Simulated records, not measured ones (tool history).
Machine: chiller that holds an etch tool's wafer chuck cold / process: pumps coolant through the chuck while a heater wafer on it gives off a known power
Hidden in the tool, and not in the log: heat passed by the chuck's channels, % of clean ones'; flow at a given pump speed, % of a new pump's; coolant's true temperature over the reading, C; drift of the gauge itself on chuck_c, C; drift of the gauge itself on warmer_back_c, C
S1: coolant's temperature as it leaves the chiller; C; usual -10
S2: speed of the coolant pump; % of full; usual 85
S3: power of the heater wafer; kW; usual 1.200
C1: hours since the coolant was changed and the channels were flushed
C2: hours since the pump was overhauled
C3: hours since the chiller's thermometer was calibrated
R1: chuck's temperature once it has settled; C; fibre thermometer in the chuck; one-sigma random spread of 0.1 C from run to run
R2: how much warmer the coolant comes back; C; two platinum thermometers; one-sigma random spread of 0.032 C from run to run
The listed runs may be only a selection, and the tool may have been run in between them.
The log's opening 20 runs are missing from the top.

run    hour   S1  S2     S3    C1    C2    C3    R1    R2
 21  1102.4  -10  74  0.609  8229  4100  2640  -2.6  2.25
 22  1146.3  -10  83  1.200  8273  4144  2684   4.1  3.93
 23  1227.0  -19  62  1.336  8353  4225  2765  -0.3  5.92
 24  1266.9  -19  62  1.336  8393  4265  2805  -0.4  5.96
 25  1343.7  -10  76  0.742  8470  4342  2881  -0.7  2.70
 26  1404.0  -20  86  1.344  8530  4402  2942  -4.5  4.26
 27  1485.0  -20  86  1.344  8611  4483  3023  -4.9  4.28
 28  1527.4  -20  60  1.344  8654  4525  3065  -0.7  6.20
 29  1603.4  -18  86  1.536  8730  4601  3141  -0.3  4.88
 30  1670.9  -18  72  1.726  8797  4669  3209   4.1  6.58
 31  1743.8  -13  77  1.200  8870  4742  3282   1.7  4.29
 32  1803.2  -13  77  1.200  8930  4801  3341   1.6  4.25

What if the next run were any one of these 4? Each begins from the tool's condition after run 32:
  A  1875.4  -10  97  1.536  9002  4873  3413   ?   ?
  B  1875.4  -13  60  1.200  9002  4873  3413   ?   ?
  C  1875.4  -15  85  0.675  9002  4873  3413   ?   ?
  D  1875.4  -15  85  1.406  9002  4873  3413   ?   ?

run    R1    R2
  A   6.2  4.31
  B   4.3  5.53
  C  -7.3  2.22
  D   1.0  4.51
Take away the tool's hidden state, keep each run's random variation, and the runs would have read:
run    R1    R2
  A   6.2  4.31
  B   4.3  5.52
  C  -7.4  2.22
  D   1.0  4.50

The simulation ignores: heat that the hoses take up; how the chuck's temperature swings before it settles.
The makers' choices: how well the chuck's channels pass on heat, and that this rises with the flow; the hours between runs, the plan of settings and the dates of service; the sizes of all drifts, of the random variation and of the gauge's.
